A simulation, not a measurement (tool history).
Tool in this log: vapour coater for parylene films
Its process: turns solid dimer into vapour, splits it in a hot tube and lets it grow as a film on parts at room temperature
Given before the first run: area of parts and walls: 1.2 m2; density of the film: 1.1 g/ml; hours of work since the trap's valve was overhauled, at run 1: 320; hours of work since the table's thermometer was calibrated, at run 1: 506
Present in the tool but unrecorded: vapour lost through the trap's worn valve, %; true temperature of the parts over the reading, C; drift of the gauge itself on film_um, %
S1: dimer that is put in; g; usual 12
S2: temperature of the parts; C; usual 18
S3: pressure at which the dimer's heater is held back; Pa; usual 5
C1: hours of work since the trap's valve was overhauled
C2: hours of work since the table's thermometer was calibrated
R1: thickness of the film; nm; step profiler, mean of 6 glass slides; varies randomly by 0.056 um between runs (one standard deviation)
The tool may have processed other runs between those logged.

run	hour	S1	S2	S3	C1	C2	R1
1	0	12	18	5	320	506	6530
2	24.7	12	18	5	334	520	6610
3	37.9	12	18	5	342	527	6580
4	62.1	12	18	5	355	541	6570
5	76.9	12	18	5	364	549	6610
6	105.2	12	18	5	380	565	6480
7	118.9	12	18	5	388	573	6480
# hour 134.4: trap's valve overhauled
8	138.1	9	18	5	2	582	4950
9	151	12	18	5	9	589	6550
10	170.2	12	18	5	20	600	6570
11	188.2	12	18	6.39	30	610	6420
12	203.5	12	18	4.94	39	619	6540
13	224.3	12	18	4.94	51	631	6560
14	237.5	10	18	5	58	638	5530
15	258.5	10	18	5	70	650	5550
16	287.9	10	18	5	87	667	5490
17	311.2	20	18	5	100	680	10800
18	338.2	20	14	5	115	695	12870
19	366.7	20	14	5	132	711	13160
20	395	20	13	5	148	727	13710
21	417.5	6	23	8.53	160	740	2460
22	441.7	15	21	2.83	174	754	7890
23	467.6	8	27	4.56	189	768	2990
24	488.2	8	27	4.56	201	780	3040
25	507	11	22	9.7	211	791	4630
26	537	6	13	5	228	808	4040
27	560.8	6	13	5	242	821	4060
28	578.7	6	13	5	252	831	4010
29	606.3	6	13	5	267	847	4100
30	632.4	6	13	5	282	862	4100
31	647.5	10	17	2.26	291	870	6350
32	671.4	10	17	2.26	304	884	6320
33	700	10	17	2.26	321	900	6510
34	728.7	15	17	3.71	337	916	8970
35	745.4	12	24	5	346	926	5040
36	769.2	10	22	9.36	360	939	4280
37	789.9	11	13	9.36	372	951	6930
38	817	11	13	9.36	387	966	6740
# hour 834.4: trap's valve overhauled
39	851.5	11	13	9.36	10	984	6850
40	870.2	11	13	3.23	20	994	7980

For each entry between runs, how does the tool's hidden state at the last listed run before it compare with that at the first listed run after it?
Runs 7 to 8: trap's valve overhauled (hour 134.4)
  vapour lost through the trap's worn valve, %: 0.4 -> 0
Runs 38 to 39: trap's valve overhauled (hour 834.4)
  vapour lost through the trap's worn valve, %: 0.4 -> 0
